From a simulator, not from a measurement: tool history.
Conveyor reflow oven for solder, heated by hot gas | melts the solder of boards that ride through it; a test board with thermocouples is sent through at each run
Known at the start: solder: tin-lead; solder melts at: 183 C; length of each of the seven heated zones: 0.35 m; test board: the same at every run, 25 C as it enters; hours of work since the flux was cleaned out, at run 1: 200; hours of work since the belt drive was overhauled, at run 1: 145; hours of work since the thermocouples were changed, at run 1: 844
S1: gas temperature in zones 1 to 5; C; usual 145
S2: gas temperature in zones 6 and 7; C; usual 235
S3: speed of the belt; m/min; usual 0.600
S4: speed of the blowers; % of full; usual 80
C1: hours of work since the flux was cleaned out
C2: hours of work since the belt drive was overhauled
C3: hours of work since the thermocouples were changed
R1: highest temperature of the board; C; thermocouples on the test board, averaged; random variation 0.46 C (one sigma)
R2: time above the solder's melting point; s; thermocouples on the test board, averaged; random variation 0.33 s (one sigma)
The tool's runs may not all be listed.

run	hour	S1	S2	S3	S4	C1	C2	C3	R1	R2
1	0.0	145	235	0.600	80	200	145	844	216.4	54.4
# hour 35.0: thermocouples of zones 6 and 7 changed
2	35.0	133	235	0.600	80	221	167	0	216.5	49.6
3	58.7	133	235	0.600	80	236	182	15	216.6	49.1
4	97.4	133	235	0.600	80	261	206	40	215.7	49.2
# hour 129.8: flux residue cleaned out of gas plates and filters
5	152.7	133	235	0.600	80	15	238	72	217.7	51.3
6	202.0	145	235	0.600	88	46	270	103	220.5	57.7
7	251.8	155	235	0.600	80	78	302	135	221.3	61.4
8	291.6	145	235	0.600	80	103	327	160	218.5	56.3
9	337.5	145	235	0.600	80	132	356	190	218.4	56.1
10	362.9	145	235	0.600	80	149	372	206	217.3	56.2
11	390.8	145	235	0.600	80	166	390	224	219.3	56.1
12	435.5	145	235	0.600	80	195	419	252	217.9	56.2
13	470.4	145	235	0.600	80	217	441	274	217.7	55.3
14	506.1	145	235	0.600	80	240	464	297	218.3	55.9
15	555.8	145	235	0.600	80	272	495	329	217.8	55.5
# hour 573.1: flux residue cleaned out of gas plates and filters
16	588.7	149	235	0.582	58	10	513	347	217.6	58.6
17	628.7	149	235	0.582	58	35	539	372	217.1	58.0
18	680.0	133	235	0.654	58	68	571	405	208.4	39.5
19	708.4	145	235	0.600	79	86	590	423	218.7	56.3
20	751.2	145	235	0.600	79	114	617	450	218.6	56.4
21	774.4	157	235	0.705	80	128	632	465	215.9	50.0
22	794.9	157	235	0.705	80	141	645	478	216.5	49.7
23	820.5	157	235	0.705	80	158	661	494	216.2	49.6
24	864.3	159	235	0.600	79	186	689	522	219.8	63.1
25	890.5	139	246	0.560	53	202	706	539	223.0	60.5
26	940.4	142	227	0.600	61	234	737	571	206.2	45.3
27	978.5	142	227	0.600	61	258	762	595	206.5	44.7
28	999.6	134	244	0.608	58	272	775	609	217.4	51.0
# hour 1013.1: flux residue cleaned out of gas plates and filters
29	1044.0	160	231	0.499	59	20	800	634	218.5	76.9
30	1070.6	145	235	0.718	81	37	817	651	213.1	43.7

Forecast each of these 3 alternatives for the next run:
A	1091.7	145	238	0.600	80	50	831	664	?	?
B	1091.7	138	235	0.483	81	50	831	664	?	?
C	1091.7	130	246	0.570	80	50	831	664	?	?

run	R1	R2
A	221.9	58.9
B	222.2	73.5
C	228.0	60.4
Without the tool's hidden state the same runs would have given:
run	R1	R2
A	223.4	58.6
B	223.9	73.0
C	229.6	60.0
